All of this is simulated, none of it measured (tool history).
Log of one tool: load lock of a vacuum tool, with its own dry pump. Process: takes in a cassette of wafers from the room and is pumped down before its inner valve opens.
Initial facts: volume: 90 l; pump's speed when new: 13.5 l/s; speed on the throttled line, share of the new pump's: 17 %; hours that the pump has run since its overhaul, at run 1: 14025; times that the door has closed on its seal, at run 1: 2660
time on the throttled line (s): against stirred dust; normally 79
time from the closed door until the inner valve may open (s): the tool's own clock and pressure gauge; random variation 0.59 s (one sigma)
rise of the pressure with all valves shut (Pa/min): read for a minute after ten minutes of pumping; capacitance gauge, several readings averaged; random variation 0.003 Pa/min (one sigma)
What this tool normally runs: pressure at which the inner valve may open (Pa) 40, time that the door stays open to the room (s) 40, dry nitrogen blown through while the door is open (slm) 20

run    hour  time on the throttled line (s)  pressure at which the inner valve may open (Pa)  time that the door stays open to the room (s)  dry nitrogen blown through while the door is open (slm)  hours that the pump has run since its overhaul  times that the door has closed on its seal  incoming humidity of the room's air, %  time from the closed door until the inner valve may open (s)  rise of the pressure with all valves shut (Pa/min)
  1     0.0                              79                                               40                                             40                                                       20                                           14025                                        2660                                    46.3                                                         124.7                                               0.027
  2   203.6                              79                                               51                                             40                                                       20                                           14228                                        2934                                    44.2                                                         123.1                                               0.033
  3   433.0                              48                                               51                                             40                                                       20                                           14458                                        3244                                    45.9                                                          98.4                                               0.025
  4   766.1                              79                                               40                                             40                                                       45                                           14791                                        3693                                    47.0                                                         124.9                                               0.019
  5  1047.7                              79                                               40                                             40                                                       45                                           15072                                        4073                                    46.6                                                         126.1                                               0.024
  6  1236.8                              79                                               40                                             40                                                       45                                           15262                                        4327                                    43.4                                                         125.0                                               0.021
  7  1625.9                              79                                               40                                             40                                                       45                                           15651                                        4852                                    43.9                                                         125.5                                               0.020
  8  1950.9                              79                                               40                                             40                                                       45                                           15976                                        5290                                    45.9                                                         125.3                                               0.025
  9  2113.6                              79                                               40                                             63                                                       20                                           16138                                        5510                                    43.8                                                         125.2                                               0.037
 10  2402.9                              79                                               40                                             40                                                        5                                           16428                                        5900                                    43.6                                                         126.5                                               0.054
 11  2698.3                              79                                               40                                             40                                                        5                                           16723                                        6298                                    47.9                                                         126.4                                               0.059
 12  3015.0                              79                                               40                                             40                                                        5                                           17040                                        6725                                    46.0                                                         126.1                                               0.058
 13  3358.2                              79                                               40                                             40                                                        5                                           17383                                        7188                                    44.5                                                         126.4                                               0.058
 14  3531.5                              79                                               40                                             40                                                        5                                           17556                                        7421                                    43.9                                                         126.7                                               0.060
 15  3884.8                              79                                               40                                             40                                                       11                                           17910                                        7898                                    44.7                                                         126.7                                               0.047
 16  4266.0                              79                                               40                                             40                                                       20                                           18291                                        8412                                    42.6                                                         126.6                                               0.042
 17  4526.1                              79                                               40                                             40                                                       20                                           18551                                        8762                                    45.0                                                         126.6                                               0.047
 18  4781.4                              79                                               71                                             40                                                       20                                           18806                                        9107                                    45.8                                                         122.4                                               0.045
 19  5004.2                              79                                               71                                             40                                                       20                                           19029                                        9407                                    48.2                                                         123.0                                               0.049
 20  5323.8                              56                                               29                                            168                                                        9                                           19349                                        9838                                    48.2                                                         112.4                                               0.081
 21  5666.6                              79                                               40                                            106                                                       20                                           19691                                       10300                                    45.4                                                         127.6                                               0.059
 22  5937.4                              79                                               68                                            106                                                       26                                           19962                                       10665                                    39.8                                                         122.8                                               0.053
 23  6270.4                              51                                               41                                             40                                                        5                                           20295                                       11114                                    43.8                                                         106.3                                               0.080
 24  6482.2                              51                                               41                                             63                                                       32                                           20507                                       11400                                    45.7                                                         106.9                                               0.054
 25  6824.7                             113                                               45                                             40                                                        4                                           20849                                       11862                                    46.1                                                         152.9                                               0.077
 26  7047.9                              87                                               79                                             40                                                       11                                           21073                                       12163                                    45.9                                                         128.2                                               0.070
 27  7301.5                             100                                               79                                             40                                                       35                                           21326                                       12504                                    44.2                                                         138.5                                               0.058
 28  7528.4                              79                                               60                                             63                                                        8                                           21553                                       12810                                    48.4                                                         126.7                                               0.080
 29  7845.5                              79                                               60                                             63                                                        8                                           21870                                       13238                                    42.2                                                         125.1                                               0.083
 30  8099.2                              79                                               60                                             63                                                        8                                           22124                                       13580                                    48.6                                                         125.1                                               0.083
 31  8312.2                              79                                               60                                             63                                                        8                                           22337                                       13867                                    47.9                                                         126.0                                               0.087
 32  8633.6                              44                                               60                                             28                                                       40                                           22658                                       14301                                    44.5                                                          98.3                                               0.064

For run 33, what comes out?
 33  8852.9                             132                                               74                                             85                                                       25                                           22878                                       14596                                    44.1                                                             ?                                                   ?

time from the closed door until the inner valve may open (s): 164.2
rise of the pressure with all valves shut (Pa/min): 0.073
Minus the tool's unlogged condition, the same run would have read time from the closed door until the inner valve may open (s) 156.5, rise of the pressure with all valves shut (Pa/min) 0.019.

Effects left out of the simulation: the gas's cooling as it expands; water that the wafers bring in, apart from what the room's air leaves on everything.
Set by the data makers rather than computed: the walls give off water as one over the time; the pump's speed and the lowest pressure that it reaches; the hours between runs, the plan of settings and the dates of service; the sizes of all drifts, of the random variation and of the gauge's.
